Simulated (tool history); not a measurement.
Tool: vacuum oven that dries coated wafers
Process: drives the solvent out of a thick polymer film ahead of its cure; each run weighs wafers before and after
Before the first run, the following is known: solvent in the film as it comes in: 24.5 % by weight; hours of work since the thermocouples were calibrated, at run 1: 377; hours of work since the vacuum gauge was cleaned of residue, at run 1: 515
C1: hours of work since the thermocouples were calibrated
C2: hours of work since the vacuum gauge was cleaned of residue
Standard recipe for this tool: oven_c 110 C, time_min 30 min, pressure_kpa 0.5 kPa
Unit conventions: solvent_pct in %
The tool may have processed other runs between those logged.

Run 1, day 0: usual settings; C1 377; C2 515. Result: solvent_pct 2.56 %.
Run 2, day 0.725: usual settings; C1 388; C2 526. Result: solvent_pct 2.56 %.
Run 3, day 1.658: usual settings; C1 402; C2 541. Result: solvent_pct 2.67 %.
Run 4, day 2.617: usual settings but pressure_kpa 0.397 kPa; C1 417; C2 555. Result: solvent_pct 2.59 %.
Run 5, day 3.588: usual settings but pressure_kpa 0.397 kPa; C1 431; C2 570. Result: solvent_pct 2.56 %.
Run 6, day 4.367: usual settings; C1 443; C2 582. Result: solvent_pct 2.54 %.
Run 7, day 5.004: usual settings; C1 453; C2 592. Result: solvent_pct 2.58 %.
Run 8, day 5.733: usual settings; C1 464; C2 603. Result: solvent_pct 2.63 %.
Run 9, day 6.779: usual settings; C1 480; C2 619. Result: solvent_pct 2.54 %.
Run 10, day 7.488: usual settings but time_min 29 min; C1 491; C2 629. Result: solvent_pct 2.71 %.
Run 11, day 8.221: usual settings but time_min 29 min; C1 502; C2 641. Result: solvent_pct 2.75 %.
Run 12, day 9.304: usual settings but oven_c 96 C, pressure_kpa 0.335 kPa; C1 519; C2 657. Result: solvent_pct 7.8 %.
At day 9.458: oven's thermocouples calibrated.
Run 13, day 10.208: usual settings but oven_c 113 C, time_min 36 min, pressure_kpa 0.648 kPa; C1 11; C2 670. Result: solvent_pct 1.14 %.
Run 14, day 11.154: usual settings but oven_c 120 C, time_min 15 min, pressure_kpa 0.779 kPa; C1 26; C2 684. Result: solvent_pct 3.2 %.
At day 11.538: oven's thermocouples calibrated, once more.
Run 15, day 11.696: usual settings but oven_c 120 C, time_min 15 min, pressure_kpa 0.779 kPa; C1 2; C2 691. Result: solvent_pct 3.42 %.
Run 16, day 12.425: usual settings but oven_c 120 C, time_min 15 min, pressure_kpa 0.779 kPa; C1 14; C2 702. Result: solvent_pct 3.57 %.
Run 17, day 13.408: usual settings but oven_c 116 C, time_min 15 min, pressure_kpa 0.359 kPa; C1 28; C2 717. Result: solvent_pct 4.79 %.
Run 18, day 14.525: usual settings but oven_c 116 C, time_min 15 min, pressure_kpa 0.359 kPa; C1 45; C2 734. Result: solvent_pct 4.78 %.
Run 19, day 15.167: usual settings but oven_c 111 C, time_min 17 min, pressure_kpa 0.342 kPa; C1 55; C2 744. Result: solvent_pct 5.65 %.
Run 20, day 15.654: usual settings but oven_c 119 C, time_min 37 min, pressure_kpa 0.726 kPa; C1 63; C2 751. Result: solvent_pct 0.54 %.
Run 21, day 16.217: usual settings but oven_c 119 C, time_min 37 min, pressure_kpa 0.726 kPa; C1 71; C2 760. Result: solvent_pct 0.58 %.
Run 22, day 17.162: usual settings but oven_c 119 C, time_min 37 min, pressure_kpa 0.726 kPa; C1 86; C2 774. Result: solvent_pct 0.55 %.

Forecast each of these 5 alternatives for the next run:
Run A, day 18.254: usual settings but oven_c 117 C, time_min 40 min, pressure_kpa 0.463 kPa; C1 102; C2 791. Result: solvent_pct ?.
Run B, day 18.254: usual settings but oven_c 104 C; C1 102; C2 791. Result: solvent_pct ?.
Run C, day 18.254: usual settings but oven_c 107 C, time_min 17 min, pressure_kpa 0.496 kPa; C1 102; C2 791. Result: solvent_pct ?.
Run D, day 18.254: usual settings but oven_c 114 C, time_min 35 min; C1 102; C2 791. Result: solvent_pct ?.
Run E, day 18.254: usual settings but oven_c 125 C, pressure_kpa 0.712 kPa; C1 102; C2 791. Result: solvent_pct ?.

run  solvent_pct
  A         0.63
  B          4.6
  C         7.48
  D         1.09
  E         0.37
With no hidden state in the tool, these same runs would have given:
run  solvent_pct
  A         0.59
  B         4.69
  C         7.61
  D         1.08
  E         0.33
